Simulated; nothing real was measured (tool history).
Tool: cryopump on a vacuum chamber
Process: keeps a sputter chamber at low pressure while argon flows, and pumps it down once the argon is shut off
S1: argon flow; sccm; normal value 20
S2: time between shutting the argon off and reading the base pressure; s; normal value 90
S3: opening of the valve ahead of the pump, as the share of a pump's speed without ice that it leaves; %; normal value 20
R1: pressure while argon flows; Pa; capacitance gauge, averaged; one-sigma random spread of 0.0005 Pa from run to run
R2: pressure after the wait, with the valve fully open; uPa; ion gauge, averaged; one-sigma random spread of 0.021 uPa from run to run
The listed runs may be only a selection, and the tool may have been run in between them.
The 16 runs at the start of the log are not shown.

{"run": 17, "day": 14.779, "S1": 20, "S2": 90, "S3": 18, "R1": 0.0865, "R2": 0.71}
{"run": 18, "day": 15.825, "S1": 20, "S2": 90, "S3": 20, "R1": 0.0801, "R2": 0.71}
{"run": 19, "day": 16.85, "S1": 22, "S2": 90, "S3": 20, "R1": 0.0857, "R2": 0.7}
{"run": 20, "day": 18.012, "S1": 17, "S2": 90, "S3": 58, "R1": 0.0256, "R2": 0.74}
{"run": 21, "day": 18.767, "S1": 17, "S2": 90, "S3": 58, "R1": 0.0254, "R2": 0.76}
{"run": 22, "day": 19.338, "S1": 20, "S2": 29, "S3": 18, "R1": 0.0881, "R2": 1.53}
{"run": 23, "day": 20.2, "S1": 34, "S2": 29, "S3": 18, "R1": 0.1485, "R2": 1.6}
{"run": 24, "day": 21.104, "S1": 34, "S2": 29, "S3": 18, "R1": 0.1514, "R2": 1.61}
{"run": 25, "day": 22.183, "S1": 24, "S2": 144, "S3": 39, "R1": 0.0526, "R2": 0.62}
{"run": 26, "day": 22.779, "S1": 22, "S2": 90, "S3": 20, "R1": 0.0879, "R2": 0.78}
{"run": 27, "day": 23.571, "S1": 10, "S2": 107, "S3": 29, "R1": 0.0283, "R2": 0.74}
{"run": 28, "day": 24.15, "S1": 10, "S2": 107, "S3": 29, "R1": 0.0297, "R2": 0.77}
{"run": 29, "day": 24.788, "S1": 27, "S2": 42, "S3": 20, "R1": 0.1085, "R2": 1.29}
{"run": 30, "day": 26.008, "S1": 32, "S2": 27, "S3": 51, "R1": 0.0572, "R2": 1.8}
{"run": 31, "day": 27.046, "S1": 23, "S2": 293, "S3": 20, "R1": 0.0948, "R2": 0.56}
{"run": 32, "day": 28.179, "S1": 23, "S2": 293, "S3": 20, "R1": 0.095, "R2": 0.56}
{"run": 33, "day": 29.146, "S1": 32, "S2": 90, "S3": 22, "R1": 0.1208, "R2": 0.92}
{"run": 34, "day": 30.296, "S1": 22, "S2": 258, "S3": 20, "R1": 0.0901, "R2": 0.66}
{"day": 30.8, "done": "pump warmed up, emptied and cooled again"}
{"run": 35, "day": 31.212, "S1": 22, "S2": 258, "S3": 20, "R1": 0.0836, "R2": 0.48}

Predict each of these 3 candidate next runs independently; none follows another, all start after run 35:
{"run": "A", "day": 31.817, "S1": 22, "S2": 36, "S3": 41, "R1": "?", "R2": "?"}
{"run": "B", "day": 31.817, "S1": 28, "S2": 105, "S3": 20, "R1": "?", "R2": "?"}
{"run": "C", "day": 31.817, "S1": 16, "S2": 90, "S3": 25, "R1": "?", "R2": "?"}

run=A R1=0.0408 R2=1.31
run=B R1=0.1051 R2=0.68
run=C R1=0.0485 R2=0.71
Had the tool no hidden state, the same runs would have come out as:
run=A R1=0.0403 R2=1.09
run=B R1=0.1045 R2=0.46
run=C R1=0.0482 R2=0.48

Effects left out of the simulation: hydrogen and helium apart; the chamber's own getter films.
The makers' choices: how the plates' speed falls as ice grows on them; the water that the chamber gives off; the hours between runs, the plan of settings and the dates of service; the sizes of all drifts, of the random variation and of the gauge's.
